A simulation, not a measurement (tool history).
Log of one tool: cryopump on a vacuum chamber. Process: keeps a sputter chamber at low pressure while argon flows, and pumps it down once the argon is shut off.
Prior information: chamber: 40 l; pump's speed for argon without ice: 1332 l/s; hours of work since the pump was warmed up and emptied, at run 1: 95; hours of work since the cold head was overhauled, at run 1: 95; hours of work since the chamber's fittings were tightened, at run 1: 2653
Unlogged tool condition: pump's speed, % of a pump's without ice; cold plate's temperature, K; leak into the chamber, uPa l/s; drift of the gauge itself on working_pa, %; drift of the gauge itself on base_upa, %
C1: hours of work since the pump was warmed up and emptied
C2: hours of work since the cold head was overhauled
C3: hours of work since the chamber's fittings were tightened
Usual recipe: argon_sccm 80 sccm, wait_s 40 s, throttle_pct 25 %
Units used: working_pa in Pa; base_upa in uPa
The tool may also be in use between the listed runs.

run 1 hour=0.0 | argon_sccm=80 wait_s=40 throttle_pct=25 | C1=95 C2=95 C3=2653 | working_pa=0.4128 base_upa=4.65
run 2 hour=33.3 | argon_sccm=80 wait_s=40 throttle_pct=25 | C1=117 C2=117 C3=2675 | working_pa=0.4138 base_upa=4.78
run 3 hour=73.8 | argon_sccm=54 wait_s=40 throttle_pct=25 | C1=144 C2=144 C3=2702 | working_pa=0.2821 base_upa=4.62
run 4 hour=98.3 | argon_sccm=54 wait_s=40 throttle_pct=25 | C1=160 C2=160 C3=2718 | working_pa=0.2808 base_upa=4.84
run 5 hour=131.5 | argon_sccm=54 wait_s=40 throttle_pct=25 | C1=182 C2=182 C3=2740 | working_pa=0.2850 base_upa=4.83
run 6 hour=154.1 | argon_sccm=54 wait_s=40 throttle_pct=25 | C1=197 C2=197 C3=2755 | working_pa=0.2823 base_upa=4.93
run 7 hour=184.3 | argon_sccm=54 wait_s=40 throttle_pct=25 | C1=217 C2=217 C3=2775 | working_pa=0.2859 base_upa=4.91
run 8 hour=214.9 | argon_sccm=54 wait_s=40 throttle_pct=25 | C1=238 C2=238 C3=2796 | working_pa=0.2869 base_upa=5.01
run 9 hour=242.8 | argon_sccm=80 wait_s=233 throttle_pct=22 | C1=256 C2=256 C3=2814 | working_pa=0.4792 base_upa=3.26
run 10 hour=287.8 | argon_sccm=80 wait_s=233 throttle_pct=22 | C1=286 C2=286 C3=2844 | working_pa=0.4841 base_upa=3.22
run 11 hour=327.5 | argon_sccm=64 wait_s=34 throttle_pct=36 | C1=312 C2=312 C3=2870 | working_pa=0.2446 base_upa=5.55
run 12 hour=353.2 | argon_sccm=80 wait_s=99 throttle_pct=48 | C1=329 C2=329 C3=2887 | working_pa=0.2358 base_upa=3.93
run 13 hour=402.3 | argon_sccm=80 wait_s=276 throttle_pct=29 | C1=362 C2=362 C3=2920 | working_pa=0.3798 base_upa=3.47
run 14 hour=445.9 | argon_sccm=80 wait_s=214 throttle_pct=29 | C1=391 C2=391 C3=2949 | working_pa=0.3840 base_upa=3.72
run 15 hour=496.1 | argon_sccm=80 wait_s=214 throttle_pct=29 | C1=424 C2=424 C3=2982 | working_pa=0.3828 base_upa=3.78

3 ways to go on from here, each from the tool as it stands after run 15. What would each give?
run A hour=520.5 | argon_sccm=122 wait_s=75 throttle_pct=30 | C1=440 C2=440 C3=2998 | working_pa=? base_upa=?
run B hour=520.5 | argon_sccm=56 wait_s=214 throttle_pct=22 | C1=440 C2=440 C3=2998 | working_pa=? base_upa=?
run C hour=520.5 | argon_sccm=80 wait_s=183 throttle_pct=25 | C1=440 C2=440 C3=2998 | working_pa=? base_upa=?

run=A working_pa=0.5684 base_upa=4.57
run=B working_pa=0.3481 base_upa=3.84
run=C working_pa=0.4501 base_upa=3.89
Without the tool's hidden state the same runs would have given:
run=A working_pa=0.5137 base_upa=1.46
run=B working_pa=0.3228 base_upa=0.64
run=C working_pa=0.4134 base_upa=0.72

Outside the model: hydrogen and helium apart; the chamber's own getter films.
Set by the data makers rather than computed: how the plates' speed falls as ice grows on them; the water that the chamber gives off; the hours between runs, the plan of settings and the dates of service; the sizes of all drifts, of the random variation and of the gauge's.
